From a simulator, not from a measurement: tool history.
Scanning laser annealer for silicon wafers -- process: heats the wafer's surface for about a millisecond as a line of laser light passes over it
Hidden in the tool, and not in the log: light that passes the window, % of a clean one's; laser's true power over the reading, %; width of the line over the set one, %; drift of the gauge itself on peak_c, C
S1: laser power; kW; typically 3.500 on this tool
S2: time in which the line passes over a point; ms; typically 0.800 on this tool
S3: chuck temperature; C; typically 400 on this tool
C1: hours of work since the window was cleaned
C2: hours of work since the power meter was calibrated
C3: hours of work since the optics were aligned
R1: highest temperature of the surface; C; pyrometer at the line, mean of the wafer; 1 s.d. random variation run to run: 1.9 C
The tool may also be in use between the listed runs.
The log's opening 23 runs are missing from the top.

{"run": 24, "hour": 893.6, "S1": 3.259, "S2": 0.689, "S3": 426, "C1": 496, "C2": 1863, "C3": 1526, "R1": 1026}
{"run": 25, "hour": 934.6, "S1": 3.259, "S2": 0.689, "S3": 426, "C1": 528, "C2": 1895, "C3": 1558, "R1": 1022}
{"run": 26, "hour": 971.1, "S1": 3.259, "S2": 0.652, "S3": 426, "C1": 557, "C2": 1923, "C3": 1587, "R1": 1000}
{"run": 27, "hour": 1012.6, "S1": 3.259, "S2": 0.652, "S3": 426, "C1": 589, "C2": 1956, "C3": 1619, "R1": 1004}
{"hour": 1034.7, "done": "optics aligned, line set to its width"}
{"run": 28, "hour": 1039.7, "S1": 3.259, "S2": 0.652, "S3": 426, "C1": 606, "C2": 1973, "C3": 4, "R1": 1020}
{"run": 29, "hour": 1080.7, "S1": 3.259, "S2": 0.652, "S3": 426, "C1": 639, "C2": 2005, "C3": 36, "R1": 1016}
{"run": 30, "hour": 1131.1, "S1": 3.848, "S2": 0.8, "S3": 362, "C1": 678, "C2": 2045, "C3": 76, "R1": 1163}
{"run": 31, "hour": 1165.4, "S1": 3.721, "S2": 0.97, "S3": 400, "C1": 705, "C2": 2072, "C3": 103, "R1": 1251}
{"run": 32, "hour": 1190.2, "S1": 3.0, "S2": 0.569, "S3": 394, "C1": 724, "C2": 2091, "C3": 122, "R1": 888}
{"run": 33, "hour": 1236.2, "S1": 3.5, "S2": 0.793, "S3": 400, "C1": 761, "C2": 2127, "C3": 158, "R1": 1110}
{"run": 34, "hour": 1281.7, "S1": 3.5, "S2": 0.696, "S3": 431, "C1": 796, "C2": 2163, "C3": 194, "R1": 1090}

What if the next run were any one of these 4? Each begins from the tool's condition after run 34:
{"hour": 1303.0, "done": "window over the wafer cleaned"}
{"run": "A", "hour": 1329.2, "S1": 2.975, "S2": 0.629, "S3": 380, "C1": 21, "C2": 2199, "C3": 229, "R1": "?"}
{"hour": 1303.0, "done": "window over the wafer cleaned"}
{"run": "B", "hour": 1329.2, "S1": 3.555, "S2": 0.634, "S3": 431, "C1": 21, "C2": 2199, "C3": 229, "R1": "?"}
{"hour": 1303.0, "done": "window over the wafer cleaned"}
{"run": "C", "hour": 1329.2, "S1": 3.657, "S2": 0.571, "S3": 398, "C1": 21, "C2": 2199, "C3": 229, "R1": "?"}
{"hour": 1303.0, "done": "window over the wafer cleaned"}
{"run": "D", "hour": 1329.2, "S1": 3.563, "S2": 0.604, "S3": 400, "C1": 21, "C2": 2199, "C3": 229, "R1": "?"}

run=A R1=920
run=B R1=1100
run=C R1=1049
run=D R1=1050
With no hidden state in the tool, these same runs would have given:
run=A R1=920
run=B R1=1101
run=C R1=1050
run=D R1=1051
